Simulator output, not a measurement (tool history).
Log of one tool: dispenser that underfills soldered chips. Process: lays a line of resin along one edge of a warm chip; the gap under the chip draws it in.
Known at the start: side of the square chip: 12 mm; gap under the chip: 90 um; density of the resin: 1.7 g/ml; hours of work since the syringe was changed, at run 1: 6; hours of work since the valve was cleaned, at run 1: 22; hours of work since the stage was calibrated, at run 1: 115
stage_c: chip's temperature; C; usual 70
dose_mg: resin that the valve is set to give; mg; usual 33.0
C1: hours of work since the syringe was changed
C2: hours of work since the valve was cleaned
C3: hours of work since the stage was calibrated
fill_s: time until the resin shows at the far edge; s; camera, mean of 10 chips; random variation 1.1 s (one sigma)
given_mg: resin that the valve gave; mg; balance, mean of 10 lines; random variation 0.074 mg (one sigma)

run 1 hour=0.0 | stage_c=70 dose_mg=33.0 | C1=6 C2=22 C3=115 | fill_s=170.1 given_mg=32.50
-- hour=2.7 new syringe of resin
run 2 hour=5.7 | stage_c=57 dose_mg=33.0 | C1=2 C2=27 C3=119 | fill_s=225.8 given_mg=32.48
run 3 hour=11.1 | stage_c=57 dose_mg=33.0 | C1=6 C2=31 C3=123 | fill_s=310.7 given_mg=32.52
-- hour=12.8 new syringe of resin
run 4 hour=15.2 | stage_c=70 dose_mg=33.0 | C1=2 C2=34 C3=126 | fill_s=127.0 given_mg=32.40
run 5 hour=19.8 | stage_c=70 dose_mg=33.0 | C1=5 C2=37 C3=129 | fill_s=164.4 given_mg=32.28
-- hour=23.1 new syringe of resin
-- hour=26.0 dispensing valve cleaned and set on the balance
run 6 hour=27.2 | stage_c=70 dose_mg=41.2 | C1=2 C2=1 C3=134 | fill_s=131.2 given_mg=41.18
run 7 hour=31.9 | stage_c=56 dose_mg=33.0 | C1=6 C2=5 C3=138 | fill_s=309.5 given_mg=32.83
-- hour=34.3 new syringe of resin
run 8 hour=35.9 | stage_c=56 dose_mg=33.0 | C1=1 C2=7 C3=141 | fill_s=213.9 given_mg=32.84
run 9 hour=41.5 | stage_c=70 dose_mg=38.2 | C1=5 C2=12 C3=145 | fill_s=163.8 given_mg=37.98
-- hour=44.5 new syringe of resin
run 10 hour=45.5 | stage_c=70 dose_mg=38.2 | C1=1 C2=14 C3=148 | fill_s=113.4 given_mg=37.90
run 11 hour=50.7 | stage_c=70 dose_mg=38.2 | C1=5 C2=18 C3=152 | fill_s=154.9 given_mg=37.86
run 12 hour=53.7 | stage_c=61 dose_mg=33.0 | C1=7 C2=21 C3=154 | fill_s=267.3 given_mg=32.81
-- hour=54.5 new syringe of resin
run 13 hour=58.1 | stage_c=61 dose_mg=33.0 | C1=3 C2=24 C3=157 | fill_s=197.1 given_mg=32.61
run 14 hour=63.7 | stage_c=63 dose_mg=33.0 | C1=7 C2=28 C3=161 | fill_s=252.4 given_mg=32.47
-- hour=64.9 new syringe of resin
run 15 hour=67.0 | stage_c=80 dose_mg=33.0 | C1=2 C2=30 C3=164 | fill_s=88.1 given_mg=32.53
run 16 hour=71.8 | stage_c=80 dose_mg=33.0 | C1=5 C2=34 C3=167 | fill_s=112.0 given_mg=32.50
-- hour=75.2 new syringe of resin
run 17 hour=76.5 | stage_c=80 dose_mg=33.0 | C1=1 C2=37 C3=171 | fill_s=79.2 given_mg=32.45
run 18 hour=79.2 | stage_c=70 dose_mg=28.1 | C1=3 C2=39 C3=173 | fill_s=147.8 given_mg=27.58
-- hour=81.6 dispensing valve cleaned and set on the balance
run 19 hour=83.8 | stage_c=70 dose_mg=28.1 | C1=6 C2=2 C3=175 | fill_s=175.9 given_mg=27.97
-- hour=86.1 new syringe of resin
run 20 hour=89.0 | stage_c=58 dose_mg=28.2 | C1=2 C2=5 C3=179 | fill_s=230.1 given_mg=28.06
run 21 hour=92.3 | stage_c=70 dose_mg=31.5 | C1=5 C2=8 C3=182 | fill_s=160.8 given_mg=31.10
-- hour=96.3 new syringe of resin
run 22 hour=97.1 | stage_c=70 dose_mg=31.5 | C1=1 C2=11 C3=185 | fill_s=116.9 given_mg=31.31
run 23 hour=102.1 | stage_c=70 dose_mg=31.5 | C1=4 C2=15 C3=189 | fill_s=155.7 given_mg=31.21
run 24 hour=105.1 | stage_c=64 dose_mg=32.0 | C1=7 C2=17 C3=191 | fill_s=234.1 given_mg=31.55
-- hour=106.5 new syringe of resin
run 25 hour=110.8 | stage_c=65 dose_mg=33.7 | C1=3 C2=22 C3=195 | fill_s=173.0 given_mg=33.38
run 26 hour=114.3 | stage_c=85 dose_mg=28.5 | C1=6 C2=24 C3=198 | fill_s=102.9 given_mg=27.98
-- hour=116.4 new syringe of resin
run 27 hour=119.6 | stage_c=85 dose_mg=28.5 | C1=2 C2=28 C3=202 | fill_s=78.9 given_mg=28.11
run 28 hour=122.8 | stage_c=82 dose_mg=39.0 | C1=5 C2=31 C3=204 | fill_s=98.7 given_mg=38.34
-- hour=126.4 new syringe of resin
run 29 hour=129.1 | stage_c=82 dose_mg=39.0 | C1=2 C2=35 C3=209 | fill_s=82.6 given_mg=38.20
run 30 hour=134.7 | stage_c=82 dose_mg=39.0 | C1=6 C2=39 C3=213 | fill_s=114.2 given_mg=38.21
-- hour=136.6 new syringe of resin
-- hour=137.6 dispensing valve cleaned and set on the balance
run 31 hour=141.9 | stage_c=58 dose_mg=39.9 | C1=3 C2=3 C3=218 | fill_s=227.4 given_mg=39.77
-- hour=147.8 new syringe of resin
run 32 hour=148.1 | stage_c=71 dose_mg=37.4 | C1=0 C2=8 C3=222 | fill_s=107.4 given_mg=37.26
run 33 hour=152.4 | stage_c=71 dose_mg=37.4 | C1=4 C2=11 C3=225 | fill_s=137.4 given_mg=37.21
run 34 hour=155.5 | stage_c=71 dose_mg=41.0 | C1=6 C2=13 C3=228 | fill_s=161.8 given_mg=40.81

Forecast each of these 3 alternatives for the next run:
-- hour=158.0 new syringe of resin
run A hour=159.9 | stage_c=57 dose_mg=29.0 | C1=1 C2=17 C3=231 | fill_s=? given_mg=?
-- hour=158.0 new syringe of resin
run B hour=159.9 | stage_c=65 dose_mg=34.0 | C1=1 C2=17 C3=231 | fill_s=? given_mg=?
-- hour=158.0 new syringe of resin
run C hour=159.9 | stage_c=56 dose_mg=33.0 | C1=1 C2=17 C3=231 | fill_s=? given_mg=?

run=A fill_s=221.3 given_mg=28.93
run=B fill_s=151.7 given_mg=33.83
run=C fill_s=218.5 given_mg=32.77
Without the tool's hidden state the same runs would have given:
run=A fill_s=191.0 given_mg=29.13
run=B fill_s=131.4 given_mg=34.08
run=C fill_s=188.7 given_mg=33.00

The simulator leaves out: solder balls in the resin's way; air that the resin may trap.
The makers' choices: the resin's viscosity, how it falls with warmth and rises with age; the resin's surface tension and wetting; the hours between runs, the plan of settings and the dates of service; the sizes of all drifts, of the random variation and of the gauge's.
